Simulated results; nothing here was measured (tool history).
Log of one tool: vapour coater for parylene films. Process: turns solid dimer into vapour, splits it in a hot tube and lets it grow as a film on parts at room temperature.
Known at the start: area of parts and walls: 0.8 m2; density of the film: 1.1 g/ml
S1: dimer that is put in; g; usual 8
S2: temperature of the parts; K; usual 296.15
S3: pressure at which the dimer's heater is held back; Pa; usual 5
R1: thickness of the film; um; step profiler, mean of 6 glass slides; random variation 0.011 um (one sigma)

Run 1, hour 0: usual settings. Result: R1 4.6 um.
Run 2, hour 34.9: usual settings. Result: R1 4.6 um.
Run 3, hour 102.4: usual settings. Result: R1 4.61 um.
Run 4, hour 150.4: usual settings. Result: R1 4.58 um.
Run 5, hour 201.7: usual settings. Result: R1 4.6 um.
Run 6, hour 255.2: usual settings. Result: R1 4.6 um.
Run 7, hour 297: usual settings but S1 4 g. Result: R1 2.3 um.
At hour 313.2: trap's valve overhauled.
Run 8, hour 355.5: usual settings but S1 4 g. Result: R1 2.3 um.
Run 9, hour 423.9: usual settings but S1 4 g. Result: R1 2.3 um.
Run 10, hour 496: usual settings but S1 4 g. Result: R1 2.3 um.
Run 11, hour 556.2: usual settings but S1 4 g. Result: R1 2.3 um.
Run 12, hour 610.7: usual settings but S1 11 g, S2 303.15 K, S3 7.53 Pa. Result: R1 5 um.
Run 13, hour 667.3: usual settings but S1 7 g. Result: R1 4.03 um.
Run 14, hour 705.3: usual settings but S3 3.09 Pa. Result: R1 4.79 um.
Run 15, hour 765: usual settings but S1 11 g, S2 307.15 K, S3 2.76 Pa. Result: R1 4.83 um.
Run 16, hour 817.2: usual settings but S2 306.15 K, S3 4.42 Pa. Result: R1 3.48 um.
Run 17, hour 864.6: usual settings but S1 5 g, S2 295.15 K. Result: R1 2.96 um.
Run 18, hour 912: usual settings but S1 5 g, S2 295.15 K. Result: R1 2.96 um.
Run 19, hour 961.9: usual settings but S1 5 g, S2 295.15 K. Result: R1 2.95 um.
Run 20, hour 1039.1: usual settings but S1 5 g, S2 295.15 K. Result: R1 2.96 um.
Run 21, hour 1082.1: usual settings. Result: R1 4.58 um.
Run 22, hour 1151.6: usual settings but S3 6.74 Pa. Result: R1 4.47 um.

3 ways to go on from here, each from the tool as it stands after run 22. What would each give?
Run A, hour 1199.5: usual settings but S1 3 g, S3 5.04 Pa. Result: R1 ?.
Run B, hour 1199.5: usual settings but S1 6 g, S3 2.27 Pa. Result: R1 ?.
Run C, hour 1199.5: usual settings. Result: R1 ?.

run    R1
  A  1.72
  B  3.68
  C  4.59
Without the tool's hidden state the same runs would have given:
run    R1
  A  1.72
  B  3.68
  C  4.59
